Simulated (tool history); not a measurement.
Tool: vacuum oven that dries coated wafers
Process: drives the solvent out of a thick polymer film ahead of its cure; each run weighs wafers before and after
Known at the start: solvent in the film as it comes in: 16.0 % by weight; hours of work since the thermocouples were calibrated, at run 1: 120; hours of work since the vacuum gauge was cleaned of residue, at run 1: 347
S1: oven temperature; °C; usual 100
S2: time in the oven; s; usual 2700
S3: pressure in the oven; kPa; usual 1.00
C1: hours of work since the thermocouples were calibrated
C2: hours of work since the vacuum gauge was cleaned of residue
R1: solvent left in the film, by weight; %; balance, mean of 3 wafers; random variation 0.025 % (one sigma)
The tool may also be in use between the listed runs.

run 1 day=0.000 | S1=100 S2=2700 S3=1.00 | C1=120 C2=347 | R1=1.17
run 2 day=1.683 | S1=100 S2=2700 S3=1.00 | C1=150 C2=377 | R1=1.18
run 3 day=3.692 | S1=100 S2=2700 S3=1.00 | C1=187 C2=414 | R1=1.21
run 4 day=5.262 | S1=100 S2=2640 S3=1.00 | C1=215 C2=442 | R1=1.24
run 5 day=6.371 | S1=100 S2=1620 S3=1.00 | C1=235 C2=462 | R1=2.69
run 6 day=8.371 | S1=100 S2=2700 S3=1.00 | C1=271 C2=499 | R1=1.18
run 7 day=10.538 | S1=100 S2=2700 S3=1.00 | C1=311 C2=538 | R1=1.15
run 8 day=12.412 | S1=100 S2=2700 S3=1.00 | C1=345 C2=572 | R1=1.26
run 9 day=14.592 | S1=100 S2=2700 S3=1.00 | C1=384 C2=611 | R1=1.26
run 10 day=16.354 | S1=100 S2=2700 S3=1.00 | C1=416 C2=643 | R1=1.19
run 11 day=18.025 | S1=100 S2=2700 S3=1.00 | C1=446 C2=674 | R1=1.26
run 12 day=20.250 | S1=100 S2=2700 S3=1.00 | C1=487 C2=714 | R1=1.22
run 13 day=22.650 | S1=100 S2=2700 S3=1.00 | C1=530 C2=757 | R1=1.20
run 14 day=24.742 | S1=100 S2=2700 S3=1.00 | C1=568 C2=795 | R1=1.17
run 15 day=26.242 | S1=100 S2=2460 S3=1.00 | C1=595 C2=823 | R1=1.39
run 16 day=27.329 | S1=100 S2=2460 S3=1.00 | C1=615 C2=842 | R1=1.38
run 17 day=28.829 | S1=100 S2=2460 S3=1.00 | C1=642 C2=869 | R1=1.38
run 18 day=30.829 | S1=100 S2=2460 S3=1.00 | C1=679 C2=906 | R1=1.40
-- day=32.675 oven's thermocouples calibrated
run 19 day=32.675 | S1=100 S2=2460 S3=1.00 | C1=0 C2=938 | R1=1.55
run 20 day=34.075 | S1=100 S2=2700 S3=1.00 | C1=25 C2=963 | R1=1.39
run 21 day=35.375 | S1=100 S2=2700 S3=1.00 | C1=49 C2=987 | R1=1.33
run 22 day=37.654 | S1=100 S2=1980 S3=1.00 | C1=90 C2=1028 | R1=2.19
run 23 day=39.633 | S1=100 S2=1980 S3=1.00 | C1=126 C2=1064 | R1=2.13
-- day=39.908 vacuum gauge cleaned of residue and calibrated
run 24 day=41.646 | S1=100 S2=1980 S3=1.00 | C1=161 C2=31 | R1=2.19
run 25 day=42.662 | S1=103 S2=2760 S3=1.44 | C1=180 C2=50 | R1=1.22
run 26 day=44.575 | S1=103 S2=2760 S3=1.44 | C1=215 C2=85 | R1=1.20
run 27 day=45.612 | S1=100 S2=2700 S3=2.72 | C1=233 C2=103 | R1=2.29
run 28 day=46.812 | S1=100 S2=2700 S3=2.72 | C1=255 C2=125 | R1=2.25
run 29 day=49.162 | S1=100 S2=2700 S3=2.72 | C1=298 C2=168 | R1=2.26
-- day=49.546 vacuum gauge cleaned of residue and calibrated, once more
run 30 day=50.896 | S1=90 S2=1920 S3=1.45 | C1=328 C2=25 | R1=5.38
run 31 day=53.071 | S1=89 S2=2700 S3=2.97 | C1=367 C2=64 | R1=5.12
run 32 day=54.933 | S1=89 S2=3960 S3=2.97 | C1=401 C2=98 | R1=3.71
run 33 day=56.250 | S1=95 S2=1680 S3=2.97 | C1=425 C2=122 | R1=4.81
run 34 day=57.262 | S1=95 S2=3660 S3=1.26 | C1=443 C2=140 | R1=1.43
run 35 day=58.354 | S1=108 S2=3300 S3=3.20 | C1=463 C2=160 | R1=1.20
run 36 day=59.829 | S1=107 S2=3720 S3=1.26 | C1=490 C2=186 | R1=0.49
run 37 day=61.821 | S1=104 S2=4500 S3=0.93 | C1=526 C2=223 | R1=0.37
run 38 day=63.271 | S1=104 S2=4500 S3=0.93 | C1=552 C2=249 | R1=0.49
run 39 day=65.612 | S1=97 S2=3480 S3=0.68 | C1=595 C2=291 | R1=0.94
run 40 day=67.296 | S1=97 S2=3480 S3=0.68 | C1=625 C2=322 | R1=0.93
run 41 day=69.642 | S1=97 S2=3480 S3=0.68 | C1=668 C2=364 | R1=0.96
run 42 day=70.808 | S1=97 S2=3480 S3=0.68 | C1=689 C2=385 | R1=0.93
-- day=72.208 oven's thermocouples calibrated
run 43 day=72.312 | S1=100 S2=2220 S3=1.00 | C1=2 C2=411 | R1=1.71
run 44 day=74.379 | S1=86 S2=1680 S3=0.90 | C1=39 C2=449 | R1=7.32
run 45 day=76.046 | S1=86 S2=1680 S3=0.90 | C1=70 C2=479 | R1=7.25
run 46 day=77.254 | S1=86 S2=1680 S3=0.90 | C1=91 C2=501 | R1=7.29
run 47 day=78.658 | S1=101 S2=3360 S3=0.90 | C1=117 C2=526 | R1=0.77

Some steps in R1 between neighbouring runs. How much of each would the tool show without its hidden state too (settings, what came in, random variation), and how much is left for the hidden state, with any gauge scatter that isn't in both results?
The hidden state here: true wafer temperature over the reading, C; true pressure over the reading, kPa; drift of the gauge itself on solvent_pct, %.
Run 18 -> 19: oven's thermocouples calibrated. R1 +0.15 %: hidden state +0.21, all else -0.06.
Run 29 -> 30: S1 100 -> 90, S2 2700 -> 1920, S3 2.72 -> 1.45, vacuum gauge cleaned of residue and calibrated, once more. R1 +3.12 %: hidden state -0.39, all else +3.51.
Run 33 -> 34: S2 1680 -> 3660, S3 2.97 -> 1.26. R1 -3.38 %: hidden state +0.07, all else -3.45.
Run 42 -> 43: S1 97 -> 100, S2 3480 -> 2220, S3 0.68 -> 1.00, oven's thermocouples calibrated. R1 +0.78 %: hidden state +0.12, all else +0.66.
Run 43 -> 44: S1 100 -> 86, S2 2220 -> 1680, S3 1.00 -> 0.90. R1 +5.61 %: hidden state +0.00, all else +5.61.
Run 46 -> 47: S1 86 -> 101, S2 1680 -> 3360. R1 -6.52 %: hidden state +0.02, all else -6.54.

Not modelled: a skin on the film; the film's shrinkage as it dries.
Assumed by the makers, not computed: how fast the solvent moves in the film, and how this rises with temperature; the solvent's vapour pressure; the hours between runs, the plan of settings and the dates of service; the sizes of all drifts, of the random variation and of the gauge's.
